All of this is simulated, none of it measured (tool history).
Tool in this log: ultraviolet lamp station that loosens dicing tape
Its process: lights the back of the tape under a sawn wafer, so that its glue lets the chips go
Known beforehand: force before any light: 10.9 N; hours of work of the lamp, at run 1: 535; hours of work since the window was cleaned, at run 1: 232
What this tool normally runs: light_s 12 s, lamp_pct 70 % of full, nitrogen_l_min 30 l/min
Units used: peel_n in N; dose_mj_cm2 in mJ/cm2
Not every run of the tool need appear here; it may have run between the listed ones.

run  hour  light_s  lamp_pct  nitrogen_l_min  hours of work of the lamp  hours of work since the window was cleaned  peel_n  dose_mj_cm2
  1     0       12        70              30                        535                                         232   1.478          298
  2  17.6       12        70              49                        546                                         243   1.157          293
  3    36       12        70              49                        557                                         254   1.174          293
  4  48.8       12        70              49                        565                                         262   1.132          296
  5  72.8       12        70              49                        580                                         277   1.151          297
  6  91.1       12        70              49                        591                                         288   1.144          297

Expected results for the next run?
  7   104       14        70              49                        599                                         296       ?            ?

{"run 7": {"peel_n": 0.789, "dose_mj_cm2": 350}}
With no hidden state in the tool, this same run would have given peel_n 0.785 N, dose_mj_cm2 350 mJ/cm2.
